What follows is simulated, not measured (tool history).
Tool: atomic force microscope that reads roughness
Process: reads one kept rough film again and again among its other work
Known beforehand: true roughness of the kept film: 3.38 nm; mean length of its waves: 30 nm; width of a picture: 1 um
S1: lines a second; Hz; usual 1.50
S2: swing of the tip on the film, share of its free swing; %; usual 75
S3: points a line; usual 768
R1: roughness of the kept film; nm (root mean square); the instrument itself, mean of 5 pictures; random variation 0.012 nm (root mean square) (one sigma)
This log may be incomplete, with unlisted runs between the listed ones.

| run | hour | S1 | S2 | S3 | R1 |
|---|---|---|---|---|---|
| 1 | 0.0 | 1.50 | 75 | 768 | 2.666 |
| 2 | 39.2 | 1.50 | 75 | 768 | 2.453 |
|  | 57.6 | new tip fitted |
| 3 | 70.5 | 1.50 | 75 | 564 | 2.639 |
| 4 | 90.0 | 1.50 | 75 | 564 | 2.505 |
| 5 | 111.3 | 1.50 | 75 | 564 | 2.401 |
|  | 121.6 | new tip fitted |
| 6 | 145.2 | 1.50 | 75 | 319 | 2.543 |
| 7 | 175.3 | 1.50 | 80 | 319 | 2.325 |
|  | 184.5 | new tip fitted |
| 8 | 202.3 | 1.50 | 80 | 445 | 2.508 |
|  | 205.1 | height scale calibrated on a step standard |
| 9 | 244.7 | 1.50 | 78 | 449 | 2.293 |
|  | 247.1 | new tip fitted |
| 10 | 282.4 | 2.39 | 66 | 546 | 2.478 |
|  | 310.2 | new tip fitted |
| 11 | 314.3 | 2.39 | 66 | 546 | 2.693 |
| 12 | 332.7 | 0.68 | 77 | 473 | 2.667 |
|  | 372.2 | new tip fitted |
| 13 | 375.1 | 0.68 | 67 | 273 | 2.813 |
| 14 | 401.0 | 3.48 | 67 | 639 | 2.444 |
| 15 | 427.9 | 3.30 | 73 | 333 | 2.205 |
|  | 435.4 | new tip fitted |
|  | 438.8 | height scale calibrated on a step standard, once more |
| 16 | 448.4 | 1.50 | 74 | 675 | 2.603 |

Each row is a separate what-if for the run after 16, all from the same tool condition, not one after another. Results?
| A | 479.1 | 1.34 | 63 | 374 | ? |
| B | 479.1 | 2.61 | 75 | 768 | ? |
| C | 479.1 | 1.44 | 55 | 768 | ? |
| D | 479.1 | 0.95 | 74 | 377 | ? |

| run | R1 |
|---|---|
| A | 2.499 |
| B | 2.302 |
| C | 2.550 |
| D | 2.474 |
With the hidden condition removed and each run's random variation left untouched, the same runs would have given:
| run | R1 |
|---|---|
| A | 2.823 |
| B | 2.599 |
| C | 2.881 |
| D | 2.794 |

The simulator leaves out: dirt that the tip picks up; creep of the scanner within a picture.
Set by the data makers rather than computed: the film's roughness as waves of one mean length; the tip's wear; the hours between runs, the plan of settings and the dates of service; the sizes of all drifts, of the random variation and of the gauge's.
